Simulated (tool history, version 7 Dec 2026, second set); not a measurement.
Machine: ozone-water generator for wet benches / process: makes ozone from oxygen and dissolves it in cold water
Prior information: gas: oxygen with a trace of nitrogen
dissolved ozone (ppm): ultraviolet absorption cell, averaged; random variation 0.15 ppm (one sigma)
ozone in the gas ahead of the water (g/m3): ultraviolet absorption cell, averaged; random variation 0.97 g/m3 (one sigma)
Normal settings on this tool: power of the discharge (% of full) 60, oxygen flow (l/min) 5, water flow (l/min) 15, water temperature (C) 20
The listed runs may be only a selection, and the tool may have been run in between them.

run	hour	power of the discharge (% of full)	oxygen flow (l/min)	water flow (l/min)	water temperature (C)	dissolved ozone (ppm)	ozone in the gas ahead of the water (g/m3)
1	0	60	5	15	20	17.6	161.2
2	32.2	60	5	15	20	17.8	160.6
3	73.9	60	5	15	20	17.6	159.7
4	118.4	60	5	15	20	17.7	160.6
5	156.6	60	5	15	20	17.2	159.4
6	186.7	60	5	15	20	17.7	160.2
7	229.5	60	5	15	20	17.5	159.6
8	268	60	5	15	20	17.5	159.1
9	292.9	60	5	15	15	19	159.7
10	315.1	60	5	15	15	18.9	160.1
11	361.8	60	5	15	20	17.3	160.6
12	383.4	60	5	15	20	17.8	159.1
13	412.2	48	3.37	23	24	8.6	154.8
14	451.2	57	3.37	13	25	17	182.6
15	490.8	57	3.37	13	25	16.8	180.2
16	538.6	57	3.37	13	25	16.7	181.4
17	577.3	75	5.29	12	19	25.4	189.5
18	625.8	43	6.82	15	15	14.3	103.2
19	665.7	43	6.82	15	15	14.2	102.8
20	698.3	43	5.23	15	15	13.9	115.2
21	734.6	43	8.18	15	14	14.3	95
22	773.9	67	7.37	9	23	24.2	146.6
23	820.8	77	7.37	9	13	34.6	167.1
24	860.9	77	7.37	9	13	35.2	165

Results for each run, recomputed without the tool's hidden state and with each run's random variation untouched:
The tool's hidden condition here consists of: yield of the discharge, % of new electrodes'; contactor's efficiency, % of a clean one's; true water temperature over the reading, C; drift of the gauge itself on ozone_ppm, %; drift of the gauge itself on gas_g_m3, %.
run	dissolved ozone (ppm)	ozone in the gas ahead of the water (g/m3)
1	18.3	165.8
2	18.5	165.4
3	18.3	164.6
4	18.4	165.6
5	17.9	164.6
6	18.4	165.5
7	18.3	165
8	18.3	164.5
9	19.9	165.3
10	19.7	165.7
11	18.2	166.4
12	18.6	164.9
13	8.9	159.2
14	17.8	189.1
15	17.6	186.8
16	17.5	188.2
17	27	199
18	14.8	105.9
19	14.8	105.6
20	14.5	118.4
21	14.9	97.7
22	25.8	153.9
23	37.1	176.7
24	37.7	174.6
